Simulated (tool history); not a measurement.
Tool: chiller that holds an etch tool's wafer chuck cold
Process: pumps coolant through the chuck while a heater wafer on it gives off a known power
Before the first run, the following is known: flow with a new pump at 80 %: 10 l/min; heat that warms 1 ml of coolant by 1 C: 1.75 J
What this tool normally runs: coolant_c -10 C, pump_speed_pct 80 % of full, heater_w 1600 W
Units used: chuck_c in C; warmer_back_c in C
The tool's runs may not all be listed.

run	hour	coolant_c	pump_speed_pct	heater_w	chuck_c	warmer_back_c
1	0.0	-10	80	1600	1.36	5.54
2	72.2	-10	80	1600	1.27	5.54
3	175.2	-10	80	1600	1.34	5.53
4	283.2	-10	61	1600	4.04	7.35
5	353.2	-10	80	1600	1.52	5.56
6	478.3	-10	80	1955	3.99	6.82
7	598.1	-10	80	1955	4.01	6.80
8	695.4	-2	80	1600	9.43	5.58
9	840.5	-2	96	1600	8.21	4.67
# hour 892.1: coolant changed, channels flushed
10	934.0	-10	61	1600	3.09	7.35
11	1053.4	-10	61	1600	3.21	7.37
12	1170.5	-17	61	1242	-6.74	5.71
13	1308.5	-10	81	1638	0.77	5.68
14	1374.4	-9	100	2029	2.54	5.63
15	1493.9	-9	100	2029	2.41	5.62
16	1613.5	-9	100	2029	2.48	5.61
17	1685.7	-9	95	2029	2.95	5.95
# hour 1799.8: chiller's thermometer calibrated
18	1801.7	-1	80	1750	11.23	6.16
19	1926.2	-1	80	1750	11.09	6.21
20	2006.0	-1	80	1750	11.28	6.19
21	2072.9	-1	80	1750	11.34	6.19
22	2162.8	-1	68	1866	13.63	7.81

3 options for the next run, each taken on its own from the tool as it stands now. Forecast them:
A	2307.3	-1	68	2184	?	?
B	2307.3	-1	70	1082	?	?
C	2307.3	-7	78	1600	?	?

run	chuck_c	warmer_back_c
A	16.22	9.19
B	7.41	4.36
C	4.49	5.80
Without the tool's unlogged condition, the same runs would have read:
run	chuck_c	warmer_back_c
A	15.42	8.86
B	7.04	4.20
C	3.97	5.59

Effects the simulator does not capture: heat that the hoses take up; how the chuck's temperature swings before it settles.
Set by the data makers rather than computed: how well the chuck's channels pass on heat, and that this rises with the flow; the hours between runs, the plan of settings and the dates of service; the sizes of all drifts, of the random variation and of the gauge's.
